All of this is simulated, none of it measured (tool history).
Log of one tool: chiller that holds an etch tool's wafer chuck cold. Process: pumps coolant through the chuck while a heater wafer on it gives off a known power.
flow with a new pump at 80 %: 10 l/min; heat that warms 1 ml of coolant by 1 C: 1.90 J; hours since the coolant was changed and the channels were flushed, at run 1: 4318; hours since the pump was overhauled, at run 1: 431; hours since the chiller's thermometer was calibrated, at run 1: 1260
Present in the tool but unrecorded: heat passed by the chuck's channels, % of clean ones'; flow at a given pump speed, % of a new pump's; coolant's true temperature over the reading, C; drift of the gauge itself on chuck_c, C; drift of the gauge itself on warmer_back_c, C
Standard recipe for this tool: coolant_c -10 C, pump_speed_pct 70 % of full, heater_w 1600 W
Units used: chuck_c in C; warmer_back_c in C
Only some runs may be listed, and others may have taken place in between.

run,day,coolant_c,pump_speed_pct,heater_w,hours since the coolant was changed and the channels were flushed,hours since the pump was overhauled,hours since the chiller's thermometer was calibrated,chuck_c,warmer_back_c
1,0,-10,70,1600,4318,431,1260,5.1,5.86
2,1.121,-10,79,1600,4345,458,1287,3.7,5.18
3,2.004,-10,79,1600,4366,479,1308,3.7,5.21
4,2.704,-10,79,1600,4383,496,1325,3.8,5.17
5,3.671,-10,79,1600,4406,519,1348,3.9,5.14
6,5.004,-10,79,1600,4438,551,1380,3.8,5.22
7,5.725,-10,79,1113,4456,568,1398,-0.4,3.59
8,7.279,-10,79,1113,4493,606,1435,-0.6,3.67
# day 7.454: chiller's thermometer calibrated
9,8.788,-10,79,1113,4528,641,32,-0.4,3.62
10,10.454,-5,63,800,4568,681,72,3.5,3.34
11,11.179,-18,70,1600,4585,698,89,-2.4,5.91
12,12.408,-10,65,1600,4615,728,119,6.7,6.37
13,13.867,-10,65,1600,4650,763,154,6.7,6.45
14,15.075,-19,67,1906,4679,792,183,0.5,7.37
15,16.271,-10,70,1126,4708,820,212,0.9,4.19
# day 16.504: chiller's thermometer calibrated, once more
16,17.542,-10,70,1126,4737,850,25,0.9,4.19
17,19.142,-5,71,1600,4775,888,63,10.4,5.87

3 options for the next run, each taken on its own from the tool as it stands now. Forecast them:
A,20.238,-10,76,2285,4802,915,90,?,?
B,20.238,-10,70,1945,4802,915,90,?,?
C,20.238,-4,83,1600,4802,915,90,?,?

run,chuck_c,warmer_back_c
A,10.7,7.81
B,9.1,7.29
C,9.3,4.94
With the hidden condition removed and each run's random variation left untouched, the same runs would have given:
run,chuck_c,warmer_back_c
A,8.2,7.65
B,6.9,7.14
C,7.7,4.83
